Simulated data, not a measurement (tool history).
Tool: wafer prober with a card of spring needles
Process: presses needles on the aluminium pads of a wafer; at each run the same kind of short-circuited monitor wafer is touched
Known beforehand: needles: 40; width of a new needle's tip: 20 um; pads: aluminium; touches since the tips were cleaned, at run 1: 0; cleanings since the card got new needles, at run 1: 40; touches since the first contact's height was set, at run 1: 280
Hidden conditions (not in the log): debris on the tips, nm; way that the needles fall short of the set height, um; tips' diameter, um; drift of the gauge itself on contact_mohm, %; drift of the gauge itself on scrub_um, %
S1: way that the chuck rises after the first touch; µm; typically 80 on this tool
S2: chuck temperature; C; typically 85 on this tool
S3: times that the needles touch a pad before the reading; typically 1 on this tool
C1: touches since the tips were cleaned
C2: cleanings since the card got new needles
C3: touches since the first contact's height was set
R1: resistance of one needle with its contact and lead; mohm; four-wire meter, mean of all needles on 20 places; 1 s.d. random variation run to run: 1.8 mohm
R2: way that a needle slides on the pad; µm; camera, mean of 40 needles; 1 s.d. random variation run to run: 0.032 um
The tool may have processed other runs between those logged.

run,day,S1,S2,S3,C1,C2,C3,R1,R2
1,0.000,80,85,1,0,40,280,186,13.10
# day 0.258: tips cleaned on abrasive film
# day 0.512: tips cleaned on abrasive film
2,0.512,80,85,1,8,42,4626,187,13.10
# day 0.767: tips cleaned on abrasive film
3,0.767,80,85,1,0,43,6771,186,13.07
# day 1.008: tips cleaned on abrasive film
4,1.104,80,85,1,813,44,9629,201,13.16
# day 1.262: tips cleaned on abrasive film
# day 1.504: tips cleaned on abrasive film
5,1.504,80,85,1,0,46,13019,185,13.09
# day 1.762: tips cleaned on abrasive film
6,1.892,80,85,1,1126,47,16327,201,13.02
# day 2.038: tips cleaned on abrasive film
# day 2.288: tips cleaned on abrasive film
7,2.383,80,85,1,812,49,20457,201,13.00
# day 2.554: tips cleaned on abrasive film
8,2.771,80,85,1,1892,50,23786,211,13.05
# day 2.812: tips cleaned on abrasive film
# day 3.092: tips cleaned on abrasive film
9,3.192,80,85,1,863,52,27312,201,13.00
# day 3.342: tips cleaned on abrasive film
10,3.562,80,85,1,1897,53,30473,211,13.02
# day 3.596: tips cleaned on abrasive film
# day 3.846: tips cleaned on abrasive film
11,3.850,68,85,1,42,55,32890,194,11.00
# day 4.117: tips cleaned on abrasive film
12,4.200,90,85,1,724,56,35869,195,14.61
# day 4.358: tips cleaned on abrasive film
# day 4.600: tips cleaned on abrasive film
13,4.675,80,85,1,662,58,39880,196,12.99
# day 4.858: tips cleaned on abrasive film
14,4.933,80,85,1,661,59,42074,198,12.99
# day 5.104: tips cleaned on abrasive film
15,5.271,80,85,1,1432,60,44923,210,12.95
# day 5.367: tips cleaned on abrasive film
# day 5.621: tips cleaned on abrasive film
16,5.717,80,67,1,825,62,48712,197,12.96
# day 5.883: tips cleaned on abrasive film
# day 6.142: tips cleaned on abrasive film
17,6.179,80,67,1,305,64,52595,189,12.87
# day 6.392: tips cleaned on abrasive film
# day 6.638: tips cleaned on abrasive film
18,6.704,80,67,1,556,66,57042,194,12.94
# day 6.875: tips cleaned on abrasive film
# day 7.125: tips cleaned on abrasive film
19,7.125,95,51,2,12,68,60611,179,15.31
# day 7.362: tips cleaned on abrasive film
20,7.504,95,51,2,1242,69,63839,186,15.31
# day 7.625: tips cleaned on abrasive film
21,7.804,71,57,1,1514,70,66365,212,11.40
# day 7.892: tips cleaned on abrasive film
# day 8.158: tips cleaned on abrasive film
22,8.221,66,29,2,559,72,69910,188,10.59
# day 8.408: tips cleaned on abrasive film
23,8.546,66,29,2,1178,73,72660,196,10.64
# day 8.662: tips cleaned on abrasive film
24,8.892,66,111,1,1970,74,75608,237,10.58
# day 8.921: tips cleaned on abrasive film
# day 9.171: tips cleaned on abrasive film
25,9.171,66,29,1,0,76,77913,180,10.53
# day 9.412: tips cleaned on abrasive film
26,9.546,66,29,1,1134,77,81116,210,10.49
# day 9.654: tips cleaned on abrasive film
# day 9.892: tips cleaned on abrasive film
27,10.079,66,58,2,1632,79,85653,206,10.51
# day 10.154: tips cleaned on abrasive film
28,10.367,66,37,2,1831,80,88084,208,10.54

5 options for the next run, each taken on its own from the tool as it stands now. Forecast them:
# day 10.404: tips cleaned on abrasive film
# day 10.662: tips cleaned on abrasive film
A,10.708,80,72,1,419,82,90964,?,?
# day 10.404: tips cleaned on abrasive film
# day 10.662: tips cleaned on abrasive film
B,10.708,99,31,2,419,82,90964,?,?
# day 10.404: tips cleaned on abrasive film
# day 10.662: tips cleaned on abrasive film
C,10.708,66,29,2,419,82,90964,?,?
# day 10.404: tips cleaned on abrasive film
# day 10.662: tips cleaned on abrasive film
D,10.708,69,73,2,419,82,90964,?,?
# day 10.404: tips cleaned on abrasive film
# day 10.662: tips cleaned on abrasive film
E,10.708,64,27,1,419,82,90964,?,?

run,R1,R2
A,196,12.80
B,177,15.94
C,190,10.46
D,189,10.98
E,193,10.16
Without the tool's hidden state the same runs would have given:
run,R1,R2
A,183,13.14
B,171,16.28
C,178,10.80
D,179,11.32
E,173,10.50
